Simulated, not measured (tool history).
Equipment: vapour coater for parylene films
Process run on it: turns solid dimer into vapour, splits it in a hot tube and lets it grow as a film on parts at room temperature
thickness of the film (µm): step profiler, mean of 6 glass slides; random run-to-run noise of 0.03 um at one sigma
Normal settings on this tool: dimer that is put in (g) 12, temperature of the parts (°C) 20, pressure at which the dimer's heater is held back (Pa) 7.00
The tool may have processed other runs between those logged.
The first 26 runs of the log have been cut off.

run   hour  dimer that is put in (g)  temperature of the parts (°C)  pressure at which the dimer's heater is held back (Pa)  hours of work since the trap's valve was overhauled  hours of work since the table's thermometer was calibrated  thickness of the film (µm)
     442.6  -- trap's valve overhauled
 27  442.8                         6                             28                                                    7.92                                                    0                                                         506                        0.96
 28  464.5                         6                             28                                                    7.92                                                   13                                                         519                        0.98
 29  487.3                         6                             28                                                    7.92                                                   27                                                         533                        0.95
 30  502.5                         6                             28                                                    4.90                                                   36                                                         542                        1.09
 31  514.1                        16                             19                                                    8.06                                                   43                                                         549                        3.64
 32  531.7                         7                             21                                                   10.83                                                   54                                                         559                        1.34
 33  542.4                        21                             12                                                    2.86                                                   60                                                         566                        8.21
 34  552.1                         9                             20                                                   11.48                                                   66                                                         572                        1.80
 35  574.0                        12                             20                                                    3.06                                                   79                                                         585                        3.28
 36  591.1                        19                             13                                                    7.00                                                   89                                                         595                        5.68
 37  601.7                        19                             13                                                    7.00                                                   96                                                         602                        5.49
 38  617.6                        12                             28                                                    9.72                                                  105                                                         611                        1.78
 39  631.5                        12                             28                                                    9.72                                                  114                                                         620                        1.76
 40  642.5                        12                             28                                                    9.72                                                  120                                                         626                        1.76
 41  663.3                        12                             28                                                    9.72                                                  133                                                         639                        1.79
 42  682.5                         8                             14                                                   10.34                                                  145                                                         650                        2.02
 43  703.7                        10                             18                                                   11.41                                                  157                                                         663                        2.08
 44  723.0                        10                             18                                                   11.41                                                  169                                                         675                        2.10
 45  742.3                        12                             20                                                   11.51                                                  181                                                         686                        2.29
 46  756.4                        12                             14                                                    2.07                                                  189                                                         695                        4.38
 47  768.4                         8                             14                                                    2.07                                                  196                                                         702                        2.92

Branching from run 47: 4 alternative next runs. What would each branch give?
  A  781.8                         8                             17                                                    2.07                                                  204                                                         710                           ?
  B  781.8                        12                             31                                                    5.94                                                  204                                                         710                           ?
  C  781.8                        12                             20                                                   11.43                                                  204                                                         710                           ?
  D  781.8                        18                             19                                                   11.93                                                  204                                                         710                           ?

run  thickness of the film (µm)
  A                        2.63
  B                        1.72
  C                        2.23
  D                        3.56
Without the tool's hidden state the same runs would have given:
run  thickness of the film (µm)
  A                        2.85
  B                        1.86
  C                        2.42
  D                        3.86
